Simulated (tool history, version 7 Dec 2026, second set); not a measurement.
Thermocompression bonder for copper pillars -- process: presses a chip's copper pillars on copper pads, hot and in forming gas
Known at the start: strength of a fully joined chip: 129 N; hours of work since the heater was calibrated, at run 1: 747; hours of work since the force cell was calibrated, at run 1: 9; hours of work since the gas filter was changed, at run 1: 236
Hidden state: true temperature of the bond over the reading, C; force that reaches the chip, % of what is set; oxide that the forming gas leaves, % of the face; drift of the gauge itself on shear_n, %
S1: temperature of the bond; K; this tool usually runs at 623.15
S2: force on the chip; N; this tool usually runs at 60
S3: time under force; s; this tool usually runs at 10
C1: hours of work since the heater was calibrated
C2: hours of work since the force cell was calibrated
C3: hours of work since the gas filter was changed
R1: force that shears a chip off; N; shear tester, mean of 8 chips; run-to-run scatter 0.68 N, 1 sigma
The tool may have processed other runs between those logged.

run,hour,S1,S2,S3,C1,C2,C3,R1
1,0.0,623.15,60,10,747,9,236,49.4
2,11.5,649.15,60,10,754,16,244,65.4
3,19.7,649.15,60,10,760,22,249,66.0
4,29.6,649.15,60,10,767,29,256,67.2
5,36.6,623.15,60,10,771,33,261,49.0
6,46.5,623.15,36,10,778,40,267,29.7
7,58.5,623.15,36,10,786,48,275,28.8
8,67.2,623.15,60,10,792,54,281,49.2
9,78.1,623.15,60,10,799,61,289,50.2
# hour 82.1: heater calibrated with a thermocouple chip
10,92.0,623.15,60,10,7,69,297,44.7
11,101.0,623.15,60,10,13,76,303,45.9
12,115.1,623.15,60,10,22,85,312,45.3
13,129.6,623.15,60,10,32,95,322,45.5
# hour 133.9: forming gas filter changed
14,144.8,623.15,60,10,42,105,7,46.8
15,150.8,623.15,60,10,46,109,11,45.9
16,165.5,623.15,60,10,56,119,21,46.6
17,179.9,623.15,77,10,66,128,31,58.3
18,192.5,623.15,87,10,74,137,40,63.9
19,205.9,623.15,87,10,83,146,49,66.8
20,218.9,623.15,87,10,92,155,57,66.4
21,230.4,623.15,48,7,100,162,65,32.0
22,241.0,630.15,41,7,107,170,72,29.2
23,249.3,642.15,60,10,113,175,78,57.4
24,261.3,623.15,60,30,121,183,86,69.8
25,270.8,623.15,60,30,127,190,92,69.9
# hour 273.5: force cell calibrated
26,280.2,623.15,60,16,132,5,98,55.8
27,289.4,623.15,60,16,139,11,104,57.3
28,299.2,602.15,60,6,145,17,111,28.2
29,307.9,602.15,53,10,151,23,116,31.3
30,313.9,645.15,76,10,155,27,121,74.3
31,321.6,623.15,89,14,160,33,126,76.5
32,333.9,623.15,87,14,169,41,134,74.8
# hour 336.2: force cell calibrated, once more
33,341.6,625.15,89,14,173,4,138,76.6
34,353.7,623.15,56,5,181,12,146,32.2
35,365.6,641.15,65,13,189,20,154,70.3
36,375.8,642.15,47,8,196,27,161,42.3
37,389.7,642.15,47,8,205,36,171,43.6
38,402.3,639.15,47,8,214,45,179,41.2
39,411.6,628.15,48,10,220,51,186,40.4

Below are 5 alternative next runs, each starting from the tool's condition after run 39. Predict each:
A,424.3,620.15,60,10,229,59,194,?
B,424.3,623.15,60,12,229,59,194,?
C,424.3,608.15,62,11,229,59,194,?
D,424.3,593.15,39,16,229,59,194,?
E,424.3,651.15,77,19,229,59,194,?

run,R1
A,45.0
B,50.9
C,41.6
D,23.6
E,92.9
Stripped of hidden state, with their random variation kept, the same runs would have yielded:
run,R1
A,44.3
B,50.2
C,40.9
D,23.1
E,92.9

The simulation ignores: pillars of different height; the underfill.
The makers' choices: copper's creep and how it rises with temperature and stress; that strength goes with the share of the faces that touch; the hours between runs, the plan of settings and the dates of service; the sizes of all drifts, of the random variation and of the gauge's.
